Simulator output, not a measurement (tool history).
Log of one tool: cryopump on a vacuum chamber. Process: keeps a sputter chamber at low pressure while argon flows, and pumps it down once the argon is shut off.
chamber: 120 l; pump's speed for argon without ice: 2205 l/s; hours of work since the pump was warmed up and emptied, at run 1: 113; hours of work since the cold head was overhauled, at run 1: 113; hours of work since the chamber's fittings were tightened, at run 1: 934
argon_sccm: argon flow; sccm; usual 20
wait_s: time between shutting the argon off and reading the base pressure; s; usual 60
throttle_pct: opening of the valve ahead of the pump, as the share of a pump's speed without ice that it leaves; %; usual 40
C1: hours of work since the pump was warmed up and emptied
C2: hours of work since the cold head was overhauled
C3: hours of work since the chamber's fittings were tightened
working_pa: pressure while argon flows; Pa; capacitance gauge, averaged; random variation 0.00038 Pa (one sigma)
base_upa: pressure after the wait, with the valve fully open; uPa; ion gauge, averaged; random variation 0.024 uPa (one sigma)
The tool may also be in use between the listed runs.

run 1 day=0 | argon_sccm=20 wait_s=60 throttle_pct=40 | C1=113 C2=113 C3=934 | working_pa=0.0399 base_upa=1.43
run 2 day=2.396 | argon_sccm=20 wait_s=60 throttle_pct=40 | C1=154 C2=154 C3=975 | working_pa=0.0394 base_upa=1.46
run 3 day=3.804 | argon_sccm=20 wait_s=60 throttle_pct=40 | C1=178 C2=178 C3=999 | working_pa=0.0399 base_upa=1.5
run 4 day=5.483 | argon_sccm=20 wait_s=60 throttle_pct=40 | C1=207 C2=207 C3=1028 | working_pa=0.0404 base_upa=1.51
run 5 day=7.783 | argon_sccm=20 wait_s=60 throttle_pct=40 | C1=246 C2=246 C3=1068 | working_pa=0.0408 base_upa=1.54
run 6 day=10.75 | argon_sccm=20 wait_s=60 throttle_pct=22 | C1=297 C2=297 C3=1119 | working_pa=0.0724 base_upa=1.61
run 7 day=12.883 | argon_sccm=20 wait_s=60 throttle_pct=22 | C1=334 C2=334 C3=1155 | working_pa=0.0724 base_upa=1.59
run 8 day=14.904 | argon_sccm=20 wait_s=60 throttle_pct=22 | C1=368 C2=368 C3=1190 | working_pa=0.072 base_upa=1.7
run 9 day=16.883 | argon_sccm=20 wait_s=60 throttle_pct=22 | C1=402 C2=402 C3=1224 | working_pa=0.0727 base_upa=1.68
run 10 day=18.438 | argon_sccm=20 wait_s=60 throttle_pct=22 | C1=429 C2=429 C3=1251 | working_pa=0.0727 base_upa=1.71
run 11 day=21.258 | argon_sccm=20 wait_s=60 throttle_pct=22 | C1=478 C2=478 C3=1299 | working_pa=0.0736 base_upa=1.77
-- day=22.125 pump warmed up, emptied and cooled again
run 12 day=23.588 | argon_sccm=20 wait_s=60 throttle_pct=22 | C1=25 C2=514 C3=1335 | working_pa=0.0697 base_upa=1.6
run 13 day=26.738 | argon_sccm=20 wait_s=60 throttle_pct=22 | C1=79 C2=568 C3=1389 | working_pa=0.0709 base_upa=1.67
run 14 day=28.208 | argon_sccm=20 wait_s=60 throttle_pct=23 | C1=104 C2=593 C3=1415 | working_pa=0.0674 base_upa=1.69
run 15 day=30.325 | argon_sccm=20 wait_s=278 throttle_pct=23 | C1=141 C2=630 C3=1451 | working_pa=0.0679 base_upa=1.08
run 16 day=32.462 | argon_sccm=34 wait_s=60 throttle_pct=40 | C1=177 C2=666 C3=1488 | working_pa=0.0677 base_upa=1.74
run 17 day=34.412 | argon_sccm=34 wait_s=60 throttle_pct=40 | C1=211 C2=700 C3=1521 | working_pa=0.0674 base_upa=1.82
run 18 day=36.433 | argon_sccm=9 wait_s=117 throttle_pct=53 | C1=246 C2=735 C3=1556 | working_pa=0.0135 base_upa=1.44
run 19 day=39.071 | argon_sccm=9 wait_s=72 throttle_pct=40 | C1=291 C2=780 C3=1601 | working_pa=0.0181 base_upa=1.79
run 20 day=40.462 | argon_sccm=9 wait_s=72 throttle_pct=40 | C1=315 C2=804 C3=1625 | working_pa=0.0184 base_upa=1.8
run 21 day=42.954 | argon_sccm=9 wait_s=72 throttle_pct=40 | C1=358 C2=846 C3=1668 | working_pa=0.0183 base_upa=1.84
run 22 day=44.883 | argon_sccm=9 wait_s=72 throttle_pct=31 | C1=391 C2=880 C3=1701 | working_pa=0.024 base_upa=1.85
run 23 day=46.254 | argon_sccm=14 wait_s=25 throttle_pct=42 | C1=414 C2=903 C3=1725 | working_pa=0.0273 base_upa=3.14
run 24 day=47.967 | argon_sccm=9 wait_s=237 throttle_pct=57 | C1=444 C2=932 C3=1754 | working_pa=0.0143 base_upa=1.41
-- day=50.767 pump warmed up, emptied and cooled again
run 25 day=51.217 | argon_sccm=9 wait_s=237 throttle_pct=57 | C1=8 C2=985 C3=1806 | working_pa=0.0124 base_upa=1.27
run 26 day=54.088 | argon_sccm=20 wait_s=126 throttle_pct=30 | C1=57 C2=1034 C3=1855 | working_pa=0.0519 base_upa=1.49
run 27 day=55.925 | argon_sccm=32 wait_s=265 throttle_pct=50 | C1=89 C2=1065 C3=1887 | working_pa=0.0507 base_upa=1.34
-- day=58.242 leaking fittings of the chamber tightened, without venting
run 28 day=58.429 | argon_sccm=32 wait_s=265 throttle_pct=50 | C1=130 C2=1107 C3=3 | working_pa=0.051 base_upa=0.35
run 29 day=60.092 | argon_sccm=13 wait_s=128 throttle_pct=16 | C1=159 C2=1136 C3=32 | working_pa=0.063 base_upa=0.55
run 30 day=61.812 | argon_sccm=13 wait_s=128 throttle_pct=16 | C1=188 C2=1165 C3=61 | working_pa=0.063 base_upa=0.62
run 31 day=63.175 | argon_sccm=20 wait_s=172 throttle_pct=40 | C1=212 C2=1189 C3=85 | working_pa=0.0394 base_upa=0.5
run 32 day=65.029 | argon_sccm=20 wait_s=239 throttle_pct=40 | C1=243 C2=1220 C3=117 | working_pa=0.0395 base_upa=0.43
run 33 day=67.175 | argon_sccm=12 wait_s=244 throttle_pct=18 | C1=280 C2=1257 C3=153 | working_pa=0.0528 base_upa=0.42

The same runs without the tool's hidden state, with the same run-to-run variation:
The hidden state here: pump's speed, % of a pump's without ice; cold plate's temperature, K; leak into the chamber, uPa l/s; drift of the gauge itself on working_pa, %; drift of the gauge itself on base_upa, %.
run=1 working_pa=0.0389 base_upa=0.94
run=2 working_pa=0.0381 base_upa=0.93
run=3 working_pa=0.0385 base_upa=0.95
run=4 working_pa=0.0388 base_upa=0.93
run=5 working_pa=0.0389 base_upa=0.94
run=6 working_pa=0.07 base_upa=0.95
run=7 working_pa=0.0697 base_upa=0.92
run=8 working_pa=0.069 base_upa=0.98
run=9 working_pa=0.0693 base_upa=0.93
run=10 working_pa=0.0691 base_upa=0.92
run=11 working_pa=0.0695 base_upa=0.94
run=12 working_pa=0.0693 base_upa=0.92
run=13 working_pa=0.0702 base_upa=0.94
run=14 working_pa=0.0664 base_upa=0.94
run=15 working_pa=0.0667 base_upa=0.3
run=16 working_pa=0.0652 base_upa=0.93
run=17 working_pa=0.0645 base_upa=0.98
run=18 working_pa=0.0126 base_upa=0.55
run=19 working_pa=0.017 base_upa=0.85
run=20 working_pa=0.0172 base_upa=0.83
run=21 working_pa=0.0169 base_upa=0.83
run=22 working_pa=0.0225 base_upa=0.82
run=23 working_pa=0.0248 base_upa=2.06
run=24 working_pa=0.0125 base_upa=0.31
run=25 working_pa=0.0122 base_upa=0.35
run=26 working_pa=0.0512 base_upa=0.53
run=27 working_pa=0.0493 base_upa=0.34
run=28 working_pa=0.0492 base_upa=0.31
run=29 working_pa=0.0621 base_upa=0.49
run=30 working_pa=0.062 base_upa=0.54
run=31 working_pa=0.0376 base_upa=0.41
run=32 working_pa=0.0375 base_upa=0.31
run=33 working_pa=0.0514 base_upa=0.29
